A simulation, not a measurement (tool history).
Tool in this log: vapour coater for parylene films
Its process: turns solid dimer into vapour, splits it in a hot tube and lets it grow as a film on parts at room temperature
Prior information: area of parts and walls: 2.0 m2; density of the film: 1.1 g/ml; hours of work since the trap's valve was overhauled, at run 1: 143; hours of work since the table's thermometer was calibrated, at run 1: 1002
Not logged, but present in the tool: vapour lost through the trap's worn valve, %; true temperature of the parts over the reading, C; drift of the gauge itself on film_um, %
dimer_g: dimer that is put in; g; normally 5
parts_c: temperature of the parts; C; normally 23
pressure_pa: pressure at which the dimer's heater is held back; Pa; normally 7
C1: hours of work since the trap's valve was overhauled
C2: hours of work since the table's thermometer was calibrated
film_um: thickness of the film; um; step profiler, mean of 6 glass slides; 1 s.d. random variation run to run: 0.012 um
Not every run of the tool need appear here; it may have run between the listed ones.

{"run": 1, "hour": 0.0, "dimer_g": 5, "parts_c": 23, "pressure_pa": 7, "C1": 143, "C2": 1002, "film_um": 1.28}
{"run": 2, "hour": 17.2, "dimer_g": 5, "parts_c": 23, "pressure_pa": 7, "C1": 156, "C2": 1015, "film_um": 1.24}
{"run": 3, "hour": 48.5, "dimer_g": 5, "parts_c": 23, "pressure_pa": 7, "C1": 179, "C2": 1038, "film_um": 1.25}
{"run": 4, "hour": 81.5, "dimer_g": 5, "parts_c": 23, "pressure_pa": 7, "C1": 203, "C2": 1062, "film_um": 1.24}
{"hour": 117.1, "done": "trap's valve overhauled"}
{"run": 5, "hour": 125.7, "dimer_g": 5, "parts_c": 23, "pressure_pa": 7, "C1": 6, "C2": 1092, "film_um": 1.33}
{"run": 6, "hour": 165.2, "dimer_g": 5, "parts_c": 23, "pressure_pa": 7, "C1": 36, "C2": 1121, "film_um": 1.31}
{"run": 7, "hour": 203.1, "dimer_g": 5, "parts_c": 23, "pressure_pa": 5.55, "C1": 63, "C2": 1149, "film_um": 1.33}
{"run": 8, "hour": 227.2, "dimer_g": 5, "parts_c": 23, "pressure_pa": 7, "C1": 81, "C2": 1167, "film_um": 1.28}
{"run": 9, "hour": 257.6, "dimer_g": 5, "parts_c": 23, "pressure_pa": 7, "C1": 104, "C2": 1189, "film_um": 1.26}
{"run": 10, "hour": 284.4, "dimer_g": 5, "parts_c": 23, "pressure_pa": 7, "C1": 123, "C2": 1209, "film_um": 1.26}
{"run": 11, "hour": 318.7, "dimer_g": 5, "parts_c": 23, "pressure_pa": 3.26, "C1": 149, "C2": 1234, "film_um": 1.46}
{"run": 12, "hour": 354.3, "dimer_g": 5, "parts_c": 23, "pressure_pa": 3.26, "C1": 175, "C2": 1261, "film_um": 1.45}
{"run": 13, "hour": 387.3, "dimer_g": 4, "parts_c": 18, "pressure_pa": 3.19, "C1": 199, "C2": 1285, "film_um": 1.26}
{"run": 14, "hour": 419.3, "dimer_g": 4, "parts_c": 18, "pressure_pa": 3.19, "C1": 223, "C2": 1309, "film_um": 1.23}
{"hour": 426.0, "done": "trap's valve overhauled"}
{"run": 15, "hour": 451.3, "dimer_g": 4, "parts_c": 18, "pressure_pa": 3.19, "C1": 19, "C2": 1329, "film_um": 1.34}
{"run": 16, "hour": 480.0, "dimer_g": 4, "parts_c": 18, "pressure_pa": 3.19, "C1": 40, "C2": 1350, "film_um": 1.3}
{"run": 17, "hour": 502.6, "dimer_g": 4, "parts_c": 18, "pressure_pa": 3.19, "C1": 57, "C2": 1367, "film_um": 1.31}
{"run": 18, "hour": 525.3, "dimer_g": 4, "parts_c": 18, "pressure_pa": 3.19, "C1": 73, "C2": 1384, "film_um": 1.3}
{"run": 19, "hour": 554.7, "dimer_g": 5, "parts_c": 23, "pressure_pa": 2.11, "C1": 95, "C2": 1405, "film_um": 1.62}
{"run": 20, "hour": 593.8, "dimer_g": 4, "parts_c": 28, "pressure_pa": 5.16, "C1": 124, "C2": 1434, "film_um": 0.98}

Run 21 has not been measured yet. What should we expect?
{"run": 21, "hour": 631.4, "dimer_g": 4, "parts_c": 28, "pressure_pa": 5.16, "C1": 152, "C2": 1462, "film_um": "?"}

film_um: 0.98 um
If the tool had no hidden condition, the same run with the same run-to-run variation would have returned film_um 1.04 um.
